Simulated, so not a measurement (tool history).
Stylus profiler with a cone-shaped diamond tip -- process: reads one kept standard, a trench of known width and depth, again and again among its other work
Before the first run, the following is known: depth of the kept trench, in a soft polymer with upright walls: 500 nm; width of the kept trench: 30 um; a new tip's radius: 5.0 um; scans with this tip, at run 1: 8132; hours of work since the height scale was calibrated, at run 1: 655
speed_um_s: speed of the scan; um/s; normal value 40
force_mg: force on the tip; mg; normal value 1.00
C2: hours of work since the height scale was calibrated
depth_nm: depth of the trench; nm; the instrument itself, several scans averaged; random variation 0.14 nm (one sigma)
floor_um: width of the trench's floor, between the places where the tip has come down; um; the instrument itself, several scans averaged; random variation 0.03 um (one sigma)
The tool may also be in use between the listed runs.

{"run": 1, "day": 0.0, "speed_um_s": 40, "force_mg": 1.0, "scans with this tip": 8132, "C2": 655, "depth_nm": 502.71, "floor_um": 24.27}
{"run": 2, "day": 4.721, "speed_um_s": 40, "force_mg": 1.0, "scans with this tip": 9016, "C2": 726, "depth_nm": 502.38, "floor_um": 24.13}
{"run": 3, "day": 7.779, "speed_um_s": 40, "force_mg": 1.0, "scans with this tip": 9589, "C2": 772, "depth_nm": 502.12, "floor_um": 24.14}
{"run": 4, "day": 11.196, "speed_um_s": 40, "force_mg": 1.63, "scans with this tip": 10228, "C2": 824, "depth_nm": 503.57, "floor_um": 24.06}
{"run": 5, "day": 14.404, "speed_um_s": 40, "force_mg": 1.63, "scans with this tip": 10829, "C2": 872, "depth_nm": 503.98, "floor_um": 23.97}
{"day": 14.888, "done": "height scale calibrated on a step standard"}
{"run": 6, "day": 19.146, "speed_um_s": 34, "force_mg": 0.65, "scans with this tip": 11713, "C2": 64, "depth_nm": 500.03, "floor_um": 23.83}
{"run": 7, "day": 22.25, "speed_um_s": 34, "force_mg": 0.65, "scans with this tip": 12295, "C2": 111, "depth_nm": 499.96, "floor_um": 23.73}
{"run": 8, "day": 25.862, "speed_um_s": 20, "force_mg": 0.99, "scans with this tip": 12971, "C2": 166, "depth_nm": 500.64, "floor_um": 23.76}
{"run": 9, "day": 28.912, "speed_um_s": 20, "force_mg": 0.95, "scans with this tip": 13543, "C2": 212, "depth_nm": 500.44, "floor_um": 23.7}
{"run": 10, "day": 32.967, "speed_um_s": 20, "force_mg": 0.95, "scans with this tip": 14301, "C2": 273, "depth_nm": 500.35, "floor_um": 23.6}

Predict each of these 4 candidate next runs independently; none follows another, all start after run 10:
{"day": 34.112, "done": "new tip fitted, height scale calibrated"}
{"run": "A", "day": 37.204, "speed_um_s": 39, "force_mg": 0.43, "scans with this tip": 579, "C2": 47, "depth_nm": "?", "floor_um": "?"}
{"day": 34.112, "done": "new tip fitted, height scale calibrated"}
{"run": "B", "day": 37.204, "speed_um_s": 55, "force_mg": 0.54, "scans with this tip": 579, "C2": 47, "depth_nm": "?", "floor_um": "?"}
{"day": 34.112, "done": "new tip fitted, height scale calibrated"}
{"run": "C", "day": 37.204, "speed_um_s": 56, "force_mg": 0.53, "scans with this tip": 579, "C2": 47, "depth_nm": "?", "floor_um": "?"}
{"day": 34.112, "done": "new tip fitted, height scale calibrated"}
{"run": "D", "day": 37.204, "speed_um_s": 40, "force_mg": 0.53, "scans with this tip": 579, "C2": 47, "depth_nm": "?", "floor_um": "?"}

run=A depth_nm=502.26 floor_um=25.22
run=B depth_nm=502.79 floor_um=25.18
run=C depth_nm=502.48 floor_um=25.16
run=D depth_nm=502.69 floor_um=25.27
Take away the tool's hidden state, keep each run's random variation, and the runs would have read:
run=A depth_nm=502.18 floor_um=25.37
run=B depth_nm=502.71 floor_um=25.33
run=C depth_nm=502.40 floor_um=25.31
run=D depth_nm=502.61 floor_um=25.42
